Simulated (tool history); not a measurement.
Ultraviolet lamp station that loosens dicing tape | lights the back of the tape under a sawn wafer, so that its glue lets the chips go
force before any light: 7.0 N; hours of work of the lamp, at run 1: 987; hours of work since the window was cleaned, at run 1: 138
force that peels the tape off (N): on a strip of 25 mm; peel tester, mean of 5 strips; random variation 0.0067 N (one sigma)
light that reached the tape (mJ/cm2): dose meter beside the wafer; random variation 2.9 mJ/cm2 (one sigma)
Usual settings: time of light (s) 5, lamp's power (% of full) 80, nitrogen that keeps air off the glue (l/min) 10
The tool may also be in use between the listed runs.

run,hour,time of light (s),lamp's power (% of full),nitrogen that keeps air off the glue (l/min),hours of work of the lamp,hours of work since the window was cleaned,force that peels the tape off (N),light that reached the tape (mJ/cm2)
1,0,5,80,10,987,138,0.228,416
2,40.9,5,80,11,1019,171,0.213,418
3,78.2,5,80,11,1049,200,0.207,423
4,143.8,5,80,11,1101,252,0.209,417
5,199.3,5,80,11,1145,296,0.209,417
6,254.2,5,80,10,1188,340,0.215,416
7,300.6,5,64,10,1225,377,0.359,334
# hour 307.1: lamp changed
8,348.4,5,64,10,33,414,0.372,333
9,389,3,80,10,65,446,0.711,252
10,438.3,5,94,10,104,485,0.165,494
11,475.8,5,80,10,134,515,0.222,418
12,513.5,5,80,10,164,544,0.228,419
13,548.2,5,80,10,191,572,0.22,414
14,576.8,5,80,10,214,595,0.228,417
15,607.5,5,80,10,238,619,0.222,413
# hour 639.5: window cleaned of glue's vapour
16,652.9,5,80,10,274,11,0.224,422
17,698.9,5,80,10,310,47,0.22,416
18,736,5,80,10,339,76,0.215,418
19,791.5,5,80,10,383,120,0.223,414
20,842,5,80,12,424,161,0.192,418
21,906.8,5,80,12,475,212,0.189,417
22,956.4,5,80,4,514,251,0.427,417
23,1000.8,5,80,4,549,286,0.409,415
24,1031,5,80,4,573,310,0.424,415
25,1090.2,6,61,10,620,357,0.276,382
26,1150.9,5,86,10,668,405,0.193,449
27,1198.6,5,86,11,706,443,0.184,453

Run 28 comes next. What will it give?
28,1227.8,8,65,20,729,466,?,?

Run 28 gave force that peels the tape off (N) 0.119, light that reached the tape (mJ/cm2) 541.
Without the tool's hidden state the same run would have given force that peels the tape off (N) 0.119, light that reached the tape (mJ/cm2) 543.

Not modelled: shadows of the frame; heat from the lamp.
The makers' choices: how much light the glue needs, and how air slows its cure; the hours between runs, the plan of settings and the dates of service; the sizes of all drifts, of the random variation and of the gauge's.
